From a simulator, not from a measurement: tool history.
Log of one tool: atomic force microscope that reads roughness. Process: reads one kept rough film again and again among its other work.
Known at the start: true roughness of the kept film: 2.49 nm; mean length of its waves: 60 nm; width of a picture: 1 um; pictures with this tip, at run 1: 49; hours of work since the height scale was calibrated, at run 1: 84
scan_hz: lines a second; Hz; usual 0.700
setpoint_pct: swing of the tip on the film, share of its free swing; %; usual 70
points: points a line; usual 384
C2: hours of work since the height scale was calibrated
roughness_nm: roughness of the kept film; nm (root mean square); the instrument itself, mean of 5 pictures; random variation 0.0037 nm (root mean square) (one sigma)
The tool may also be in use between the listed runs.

run 1 hour=0.0 | scan_hz=0.700 setpoint_pct=70 points=384 | pictures_with_this_tip=49 C2=84 | roughness_nm=2.350
run 2 hour=9.9 | scan_hz=0.700 setpoint_pct=70 points=384 | pictures_with_this_tip=69 C2=90 | roughness_nm=2.346
run 3 hour=17.6 | scan_hz=0.700 setpoint_pct=70 points=384 | pictures_with_this_tip=84 C2=95 | roughness_nm=2.350
run 4 hour=23.5 | scan_hz=0.700 setpoint_pct=70 points=384 | pictures_with_this_tip=96 C2=99 | roughness_nm=2.345
run 5 hour=34.0 | scan_hz=0.700 setpoint_pct=70 points=784 | pictures_with_this_tip=117 C2=105 | roughness_nm=2.345
run 6 hour=43.1 | scan_hz=0.700 setpoint_pct=70 points=784 | pictures_with_this_tip=135 C2=111 | roughness_nm=2.341
run 7 hour=52.1 | scan_hz=0.700 setpoint_pct=70 points=784 | pictures_with_this_tip=153 C2=116 | roughness_nm=2.343
run 8 hour=58.4 | scan_hz=0.700 setpoint_pct=70 points=784 | pictures_with_this_tip=166 C2=120 | roughness_nm=2.333
run 9 hour=67.4 | scan_hz=3.473 setpoint_pct=70 points=784 | pictures_with_this_tip=184 C2=126 | roughness_nm=2.040
run 10 hour=76.4 | scan_hz=0.700 setpoint_pct=88 points=384 | pictures_with_this_tip=202 C2=131 | roughness_nm=2.203
run 11 hour=87.2 | scan_hz=0.700 setpoint_pct=80 points=384 | pictures_with_this_tip=223 C2=138 | roughness_nm=2.263
run 12 hour=95.3 | scan_hz=0.700 setpoint_pct=80 points=384 | pictures_with_this_tip=240 C2=143 | roughness_nm=2.257
-- hour=101.5 new tip fitted
run 13 hour=103.7 | scan_hz=0.700 setpoint_pct=80 points=347 | pictures_with_this_tip=4 C2=148 | roughness_nm=2.298
run 14 hour=111.8 | scan_hz=0.700 setpoint_pct=80 points=347 | pictures_with_this_tip=20 C2=153 | roughness_nm=2.302
run 15 hour=116.5 | scan_hz=0.700 setpoint_pct=80 points=347 | pictures_with_this_tip=30 C2=155 | roughness_nm=2.296
run 16 hour=122.7 | scan_hz=0.700 setpoint_pct=70 points=519 | pictures_with_this_tip=42 C2=159 | roughness_nm=2.359
run 17 hour=133.1 | scan_hz=0.700 setpoint_pct=70 points=519 | pictures_with_this_tip=63 C2=166 | roughness_nm=2.347
run 18 hour=144.2 | scan_hz=0.700 setpoint_pct=70 points=519 | pictures_with_this_tip=85 C2=173 | roughness_nm=2.348
-- hour=145.7 height scale calibrated on a step standard
run 19 hour=155.3 | scan_hz=0.700 setpoint_pct=70 points=384 | pictures_with_this_tip=106 C2=6 | roughness_nm=2.333
run 20 hour=161.4 | scan_hz=0.700 setpoint_pct=70 points=261 | pictures_with_this_tip=118 C2=10 | roughness_nm=2.338
-- hour=167.4 height scale calibrated on a step standard, once more
run 21 hour=170.7 | scan_hz=0.700 setpoint_pct=70 points=261 | pictures_with_this_tip=134 C2=2 | roughness_nm=2.327
run 22 hour=179.6 | scan_hz=0.700 setpoint_pct=70 points=261 | pictures_with_this_tip=152 C2=8 | roughness_nm=2.321
run 23 hour=184.5 | scan_hz=0.883 setpoint_pct=70 points=353 | pictures_with_this_tip=162 C2=11 | roughness_nm=2.302
run 24 hour=190.2 | scan_hz=0.883 setpoint_pct=70 points=353 | pictures_with_this_tip=173 C2=14 | roughness_nm=2.302
run 25 hour=196.9 | scan_hz=0.883 setpoint_pct=70 points=353 | pictures_with_this_tip=187 C2=18 | roughness_nm=2.295
run 26 hour=202.6 | scan_hz=1.104 setpoint_pct=68 points=384 | pictures_with_this_tip=198 C2=22 | roughness_nm=2.288
run 27 hour=212.8 | scan_hz=1.640 setpoint_pct=86 points=333 | pictures_with_this_tip=219 C2=28 | roughness_nm=1.999
run 28 hour=221.4 | scan_hz=1.001 setpoint_pct=80 points=995 | pictures_with_this_tip=236 C2=33 | roughness_nm=2.198
-- hour=229.4 new tip fitted
run 29 hour=229.4 | scan_hz=1.308 setpoint_pct=86 points=384 | pictures_with_this_tip=0 C2=38 | roughness_nm=2.112
run 30 hour=237.5 | scan_hz=1.308 setpoint_pct=86 points=384 | pictures_with_this_tip=16 C2=43 | roughness_nm=2.106
run 31 hour=245.3 | scan_hz=0.609 setpoint_pct=80 points=825 | pictures_with_this_tip=32 C2=48 | roughness_nm=2.314
run 32 hour=256.4 | scan_hz=0.609 setpoint_pct=89 points=296 | pictures_with_this_tip=54 C2=54 | roughness_nm=2.237
run 33 hour=262.0 | scan_hz=0.609 setpoint_pct=89 points=296 | pictures_with_this_tip=65 C2=58 | roughness_nm=2.239
run 34 hour=271.1 | scan_hz=0.609 setpoint_pct=57 points=296 | pictures_with_this_tip=83 C2=64 | roughness_nm=2.399
run 35 hour=281.9 | scan_hz=0.702 setpoint_pct=87 points=306 | pictures_with_this_tip=105 C2=70 | roughness_nm=2.225
run 36 hour=293.3 | scan_hz=1.590 setpoint_pct=62 points=384 | pictures_with_this_tip=128 C2=77 | roughness_nm=2.302
run 37 hour=300.5 | scan_hz=1.590 setpoint_pct=83 points=452 | pictures_with_this_tip=142 C2=82 | roughness_nm=2.064
run 38 hour=311.4 | scan_hz=1.590 setpoint_pct=73 points=410 | pictures_with_this_tip=164 C2=88 | roughness_nm=2.197
run 39 hour=319.5 | scan_hz=3.769 setpoint_pct=85 points=481 | pictures_with_this_tip=180 C2=93 | roughness_nm=1.676
run 40 hour=327.4 | scan_hz=0.700 setpoint_pct=64 points=382 | pictures_with_this_tip=196 C2=98 | roughness_nm=2.353
run 41 hour=336.4 | scan_hz=0.525 setpoint_pct=64 points=447 | pictures_with_this_tip=214 C2=104 | roughness_nm=2.365

The same runs without the tool's hidden state, with the same run-to-run variation:
The hidden state here: radius of the tip, nm; height scale over the true one, %; drift of the gauge itself on roughness_nm, %.
run=1 roughness_nm=2.361
run=2 roughness_nm=2.360
run=3 roughness_nm=2.368
run=4 roughness_nm=2.364
run=5 roughness_nm=2.368
run=6 roughness_nm=2.368
run=7 roughness_nm=2.373
run=8 roughness_nm=2.365
run=9 roughness_nm=2.071
run=10 roughness_nm=2.240
run=11 roughness_nm=2.304
run=12 roughness_nm=2.301
run=13 roughness_nm=2.302
run=14 roughness_nm=2.310
run=15 roughness_nm=2.305
run=16 roughness_nm=2.371
run=17 roughness_nm=2.363
run=18 roughness_nm=2.368
run=19 roughness_nm=2.356
run=20 roughness_nm=2.364
run=21 roughness_nm=2.359
run=22 roughness_nm=2.356
run=23 roughness_nm=2.339
run=24 roughness_nm=2.341
run=25 roughness_nm=2.336
run=26 roughness_nm=2.331
run=27 roughness_nm=2.040
run=28 roughness_nm=2.247
run=29 roughness_nm=2.117
run=30 roughness_nm=2.114
run=31 roughness_nm=2.326
run=32 roughness_nm=2.252
run=33 roughness_nm=2.256
run=34 roughness_nm=2.421
run=35 roughness_nm=2.249
run=36 roughness_nm=2.331
run=37 roughness_nm=2.093
run=38 roughness_nm=2.230
run=39 roughness_nm=1.704
run=40 roughness_nm=2.394
run=41 roughness_nm=2.410
